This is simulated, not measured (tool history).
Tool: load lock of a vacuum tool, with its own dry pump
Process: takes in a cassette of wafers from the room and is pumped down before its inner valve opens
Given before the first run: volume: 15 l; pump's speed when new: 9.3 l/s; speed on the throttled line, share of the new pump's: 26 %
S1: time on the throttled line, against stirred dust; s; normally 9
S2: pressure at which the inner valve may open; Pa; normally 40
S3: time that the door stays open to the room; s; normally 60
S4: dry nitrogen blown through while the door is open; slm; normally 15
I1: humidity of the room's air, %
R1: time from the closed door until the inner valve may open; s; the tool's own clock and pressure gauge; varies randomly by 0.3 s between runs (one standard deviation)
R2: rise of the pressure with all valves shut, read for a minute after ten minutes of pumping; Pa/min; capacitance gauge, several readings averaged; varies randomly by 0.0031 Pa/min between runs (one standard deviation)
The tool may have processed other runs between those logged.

run 1 hour=0 | S1=9 S2=40 S3=60 S4=15 | I1=44.8 | R1=19.8 R2=0.067
run 2 hour=108.3 | S1=9 S2=40 S3=60 S4=15 | I1=42.7 | R1=19.1 R2=0.058
run 3 hour=216.9 | S1=9 S2=40 S3=60 S4=15 | I1=45.1 | R1=18.9 R2=0.072
run 4 hour=344.3 | S1=9 S2=40 S3=60 S4=15 | I1=45.3 | R1=19.4 R2=0.069
run 5 hour=404.1 | S1=9 S2=40 S3=60 S4=15 | I1=45.2 | R1=19.8 R2=0.07
run 6 hour=526.6 | S1=9 S2=40 S3=60 S4=15 | I1=44.2 | R1=19.6 R2=0.068
run 7 hour=602.8 | S1=9 S2=40 S3=60 S4=15 | I1=44.3 | R1=18.9 R2=0.069
run 8 hour=687.1 | S1=9 S2=40 S3=60 S4=15 | I1=46.2 | R1=19.3 R2=0.068
run 9 hour=774.8 | S1=9 S2=40 S3=60 S4=15 | I1=44.2 | R1=19.1 R2=0.064
run 10 hour=852.1 | S1=9 S2=40 S3=60 S4=15 | I1=44.2 | R1=19.6 R2=0.067
run 11 hour=963.2 | S1=9 S2=49 S3=60 S4=15 | I1=40.5 | R1=19.1 R2=0.064
run 12 hour=1023.6 | S1=9 S2=49 S3=60 S4=15 | I1=46.8 | R1=19.3 R2=0.071
run 13 hour=1107.3 | S1=9 S2=49 S3=60 S4=15 | I1=48.5 | R1=18.9 R2=0.07
run 14 hour=1168 | S1=9 S2=49 S3=60 S4=15 | I1=45 | R1=19.3 R2=0.067
run 15 hour=1289.3 | S1=9 S2=40 S3=60 S4=15 | I1=46.2 | R1=19.4 R2=0.068
run 16 hour=1344.3 | S1=9 S2=40 S3=60 S4=15 | I1=49 | R1=19.4 R2=0.072
run 17 hour=1414.2 | S1=9 S2=40 S3=60 S4=15 | I1=44.5 | R1=20.1 R2=0.07
run 18 hour=1516.8 | S1=9 S2=72 S3=60 S4=34 | I1=42.3 | R1=18.7 R2=0.043
run 19 hour=1571.3 | S1=16 S2=44 S3=35 S4=34 | I1=46 | R1=24.1 R2=0.038
run 20 hour=1645.1 | S1=16 S2=44 S3=35 S4=34 | I1=47.9 | R1=24.3 R2=0.035
run 21 hour=1764.3 | S1=9 S2=75 S3=28 S4=37 | I1=44.6 | R1=18 R2=0.023
run 22 hour=1849.9 | S1=9 S2=36 S3=69 S4=13 | I1=47.8 | R1=19.8 R2=0.082
run 23 hour=1907.7 | S1=6 S2=40 S3=221 S4=10 | I1=44.4 | R1=16.8 R2=0.193
run 24 hour=2019.7 | S1=12 S2=40 S3=83 S4=15 | I1=47 | R1=21.3 R2=0.088
run 25 hour=2073.5 | S1=9 S2=40 S3=50 S4=42 | I1=48.9 | R1=19 R2=0.042
run 26 hour=2201.6 | S1=17 S2=40 S3=222 S4=12 | I1=48.2 | R1=25.8 R2=0.189
run 27 hour=2321.5 | S1=8 S2=30 S3=27 S4=4 | I1=46.9 | R1=19.2 R2=0.059
run 28 hour=2441 | S1=8 S2=30 S3=27 S4=4 | I1=48.8 | R1=19.5 R2=0.063
run 29 hour=2558.3 | S1=8 S2=30 S3=27 S4=4 | I1=45.4 | R1=18.9 R2=0.068
run 30 hour=2641.9 | S1=9 S2=42 S3=96 S4=15 | I1=47.1 | R1=19 R2=0.096
run 31 hour=2752.2 | S1=9 S2=40 S3=42 S4=15 | I1=43.1 | R1=19.9 R2=0.052
run 32 hour=2836.4 | S1=9 S2=49 S3=42 S4=15 | I1=48.2 | R1=19.1 R2=0.058
run 33 hour=2912.2 | S1=4 S2=46 S3=45 S4=6 | I1=47.8 | R1=15.2 R2=0.079

Alternative continuations, all from the tool just after run 33; predict every row:
run A hour=3006.3 | S1=6 S2=45 S3=45 S4=17 | I1=44.7 | R1=? R2=?
run B hour=3006.3 | S1=11 S2=43 S3=103 S4=6 | I1=45.3 | R1=? R2=?
run C hour=3006.3 | S1=9 S2=40 S3=42 S4=15 | I1=43.4 | R1=? R2=?
run D hour=3006.3 | S1=16 S2=62 S3=215 S4=6 | I1=46.5 | R1=? R2=?

run=A R1=16.6 R2=0.05
run=B R1=20.9 R2=0.127
run=C R1=19.5 R2=0.055
run=D R1=23.9 R2=0.22
Stripped of hidden state, with their random variation kept, the same runs would have yielded:
run=A R1=16.6 R2=0.05
run=B R1=20.9 R2=0.127
run=C R1=19.5 R2=0.055
run=D R1=23.9 R2=0.219

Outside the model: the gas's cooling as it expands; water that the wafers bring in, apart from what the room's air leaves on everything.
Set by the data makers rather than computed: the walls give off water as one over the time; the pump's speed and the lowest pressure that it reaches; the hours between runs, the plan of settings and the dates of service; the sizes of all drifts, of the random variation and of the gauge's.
